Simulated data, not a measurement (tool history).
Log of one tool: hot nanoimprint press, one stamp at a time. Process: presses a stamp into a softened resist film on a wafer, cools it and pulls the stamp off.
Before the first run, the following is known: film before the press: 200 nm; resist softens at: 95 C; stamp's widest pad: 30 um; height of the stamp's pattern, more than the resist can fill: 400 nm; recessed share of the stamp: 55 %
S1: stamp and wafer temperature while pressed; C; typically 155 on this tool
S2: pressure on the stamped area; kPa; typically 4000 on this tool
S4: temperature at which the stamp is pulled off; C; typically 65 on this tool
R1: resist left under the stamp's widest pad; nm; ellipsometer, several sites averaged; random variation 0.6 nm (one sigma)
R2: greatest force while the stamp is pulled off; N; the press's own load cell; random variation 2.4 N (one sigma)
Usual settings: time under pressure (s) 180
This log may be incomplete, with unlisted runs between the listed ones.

{"run": 1, "hour": 0.0, "S1": 155, "S2": 4000, "time under pressure (s)": 180, "S4": 65, "R1": 115.4, "R2": 122}
{"run": 2, "hour": 15.6, "S1": 155, "S2": 4000, "time under pressure (s)": 180, "S4": 65, "R1": 116.5, "R2": 122}
{"run": 3, "hour": 31.3, "S1": 155, "S2": 4000, "time under pressure (s)": 180, "S4": 63, "R1": 117.3, "R2": 128}
{"run": 4, "hour": 48.0, "S1": 155, "S2": 4000, "time under pressure (s)": 180, "S4": 63, "R1": 116.0, "R2": 132}
{"run": 5, "hour": 77.1, "S1": 155, "S2": 4000, "time under pressure (s)": 180, "S4": 63, "R1": 115.8, "R2": 136}
{"run": 6, "hour": 105.1, "S1": 155, "S2": 4000, "time under pressure (s)": 180, "S4": 63, "R1": 117.8, "R2": 145}
{"run": 7, "hour": 124.9, "S1": 155, "S2": 4000, "time under pressure (s)": 180, "S4": 63, "R1": 117.8, "R2": 144}
{"run": 8, "hour": 152.0, "S1": 161, "S2": 4000, "time under pressure (s)": 180, "S4": 63, "R1": 89.1, "R2": 143}
{"run": 9, "hour": 171.9, "S1": 161, "S2": 4000, "time under pressure (s)": 180, "S4": 63, "R1": 87.6, "R2": 146}
{"hour": 181.6, "done": "plate thermocouple calibrated"}
{"run": 10, "hour": 194.8, "S1": 161, "S2": 4000, "time under pressure (s)": 180, "S4": 63, "R1": 90.5, "R2": 147}
{"run": 11, "hour": 222.3, "S1": 161, "S2": 4000, "time under pressure (s)": 180, "S4": 72, "R1": 90.3, "R2": 123}
{"run": 12, "hour": 242.5, "S1": 155, "S2": 4000, "time under pressure (s)": 337, "S4": 65, "R1": 96.8, "R2": 151}
{"run": 13, "hour": 258.8, "S1": 155, "S2": 4000, "time under pressure (s)": 337, "S4": 65, "R1": 96.7, "R2": 153}
{"run": 14, "hour": 283.3, "S1": 155, "S2": 4000, "time under pressure (s)": 337, "S4": 65, "R1": 95.9, "R2": 154}
{"run": 15, "hour": 314.2, "S1": 155, "S2": 4000, "time under pressure (s)": 337, "S4": 65, "R1": 97.3, "R2": 157}
{"run": 16, "hour": 329.9, "S1": 155, "S2": 4000, "time under pressure (s)": 108, "S4": 65, "R1": 138.8, "R2": 162}
{"hour": 341.7, "done": "plate thermocouple calibrated, once more"}
{"run": 17, "hour": 352.8, "S1": 155, "S2": 5660, "time under pressure (s)": 180, "S4": 69, "R1": 93.4, "R2": 137}
{"hour": 365.2, "done": "stamp cleaned and given a new release coat"}
{"run": 18, "hour": 375.0, "S1": 155, "S2": 2770, "time under pressure (s)": 92, "S4": 72, "R1": 145.5, "R2": 96}
{"run": 19, "hour": 394.9, "S1": 155, "S2": 2770, "time under pressure (s)": 92, "S4": 72, "R1": 147.0, "R2": 100}
{"run": 20, "hour": 408.7, "S1": 161, "S2": 6200, "time under pressure (s)": 92, "S4": 72, "R1": 87.6, "R2": 96}
{"run": 21, "hour": 430.6, "S1": 163, "S2": 6200, "time under pressure (s)": 148, "S4": 72, "R1": 65.2, "R2": 97}
{"run": 22, "hour": 452.5, "S1": 147, "S2": 6200, "time under pressure (s)": 168, "S4": 72, "R1": 135.3, "R2": 99}
{"run": 23, "hour": 470.0, "S1": 155, "S2": 4240, "time under pressure (s)": 180, "S4": 65, "R1": 106.3, "R2": 123}
{"run": 24, "hour": 482.5, "S1": 160, "S2": 4890, "time under pressure (s)": 180, "S4": 50, "R1": 77.7, "R2": 168}
{"run": 25, "hour": 502.5, "S1": 160, "S2": 4890, "time under pressure (s)": 180, "S4": 50, "R1": 78.8, "R2": 175}
{"run": 26, "hour": 532.4, "S1": 155, "S2": 4000, "time under pressure (s)": 298, "S4": 59, "R1": 90.0, "R2": 143}
{"run": 27, "hour": 563.1, "S1": 155, "S2": 4000, "time under pressure (s)": 298, "S4": 59, "R1": 90.5, "R2": 152}
{"run": 28, "hour": 587.6, "S1": 155, "S2": 4000, "time under pressure (s)": 298, "S4": 59, "R1": 91.1, "R2": 155}
{"run": 29, "hour": 600.8, "S1": 155, "S2": 3860, "time under pressure (s)": 217, "S4": 57, "R1": 104.1, "R2": 160}

Forecast each of these 5 alternatives for the next run:
{"run": "A", "hour": 617.5, "S1": 160, "S2": 4000, "time under pressure (s)": 180, "S4": 72, "R1": "?", "R2": "?"}
{"run": "B", "hour": 617.5, "S1": 155, "S2": 2930, "time under pressure (s)": 233, "S4": 61, "R1": "?", "R2": "?"}
{"run": "C", "hour": 617.5, "S1": 155, "S2": 3050, "time under pressure (s)": 231, "S4": 57, "R1": "?", "R2": "?"}
{"run": "D", "hour": 617.5, "S1": 155, "S2": 4000, "time under pressure (s)": 170, "S4": 65, "R1": "?", "R2": "?"}
{"run": "E", "hour": 617.5, "S1": 158, "S2": 4440, "time under pressure (s)": 149, "S4": 65, "R1": "?", "R2": "?"}

run=A R1=86.4 R2=118
run=B R1=114.1 R2=150
run=C R1=111.3 R2=165
run=D R1=111.8 R2=137
run=E R1=97.9 R2=139
Without the tool's unlogged condition, the same runs would have read:
run=A R1=84.2 R2=95
run=B R1=111.6 R2=121
run=C R1=108.8 R2=133
run=D R1=109.2 R2=110
run=E R1=95.5 R2=112
